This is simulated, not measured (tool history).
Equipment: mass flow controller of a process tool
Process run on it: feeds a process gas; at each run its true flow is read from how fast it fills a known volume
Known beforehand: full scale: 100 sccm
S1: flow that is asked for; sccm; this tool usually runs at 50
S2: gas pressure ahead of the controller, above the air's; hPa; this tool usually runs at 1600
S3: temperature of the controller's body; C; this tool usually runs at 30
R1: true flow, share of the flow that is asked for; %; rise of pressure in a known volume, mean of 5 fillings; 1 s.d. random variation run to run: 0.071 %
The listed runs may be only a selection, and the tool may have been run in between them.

run 1 hour=0.0 | S1=50 S2=1600 S3=30 | R1=100.37
run 2 hour=70.3 | S1=50 S2=1600 S3=30 | R1=100.40
run 3 hour=105.7 | S1=11 S2=1600 S3=30 | R1=100.28
run 4 hour=160.5 | S1=75 S2=1600 S3=30 | R1=100.65
run 5 hour=202.8 | S1=75 S2=1600 S3=30 | R1=100.62
run 6 hour=249.5 | S1=13 S2=1600 S3=30 | R1=100.31
run 7 hour=303.3 | S1=13 S2=1600 S3=30 | R1=100.44
run 8 hour=346.4 | S1=13 S2=1600 S3=30 | R1=100.44
run 9 hour=412.2 | S1=48 S2=1600 S3=30 | R1=100.64
-- hour=418.7 controller's zero set anew
run 10 hour=460.7 | S1=48 S2=1600 S3=30 | R1=100.66
run 11 hour=515.9 | S1=48 S2=1600 S3=30 | R1=100.80
-- hour=534.8 controller's zero set anew, once more
run 12 hour=550.7 | S1=12 S2=2190 S3=30 | R1=100.30
run 13 hour=621.4 | S1=12 S2=2190 S3=30 | R1=100.24
run 14 hour=665.6 | S1=12 S2=2190 S3=30 | R1=100.21
run 15 hour=700.7 | S1=47 S2=1520 S3=21 | R1=100.16
run 16 hour=746.5 | S1=47 S2=2680 S3=21 | R1=99.56
run 17 hour=822.3 | S1=50 S2=1790 S3=24 | R1=100.26
run 18 hour=873.0 | S1=50 S2=1790 S3=24 | R1=100.28
run 19 hour=921.5 | S1=88 S2=1810 S3=33 | R1=100.94
run 20 hour=994.9 | S1=15 S2=2600 S3=33 | R1=100.41

For some of the steps in R1 from one run to the next: how much would appear even if the tool had no hidden state, given the settings, what came in and random variation, and how much remains for the hidden state plus any gauge scatter that the measured result and the result without hidden state don't share?
The hidden state here: flow at rest that the sensor doesn't see, % of full scale; true flow over the shown one, %; drift of the gauge itself on true_pct, %.
Run 5 -> 6: S1 75 -> 13. R1 -0.31 %: hidden state +0.30, all else -0.61.
Run 16 -> 17: S1 47 -> 50, S2 2680 -> 1790, S3 21 -> 24. R1 +0.70 %: hidden state +0.02, all else +0.68.
Run 18 -> 19: S1 50 -> 88, S2 1790 -> 1810, S3 24 -> 33. R1 +0.66 %: hidden state -0.03, all else +0.69.
Run 19 -> 20: S1 88 -> 15, S2 1810 -> 2600. R1 -0.53 %: hidden state +0.39, all else -0.92.

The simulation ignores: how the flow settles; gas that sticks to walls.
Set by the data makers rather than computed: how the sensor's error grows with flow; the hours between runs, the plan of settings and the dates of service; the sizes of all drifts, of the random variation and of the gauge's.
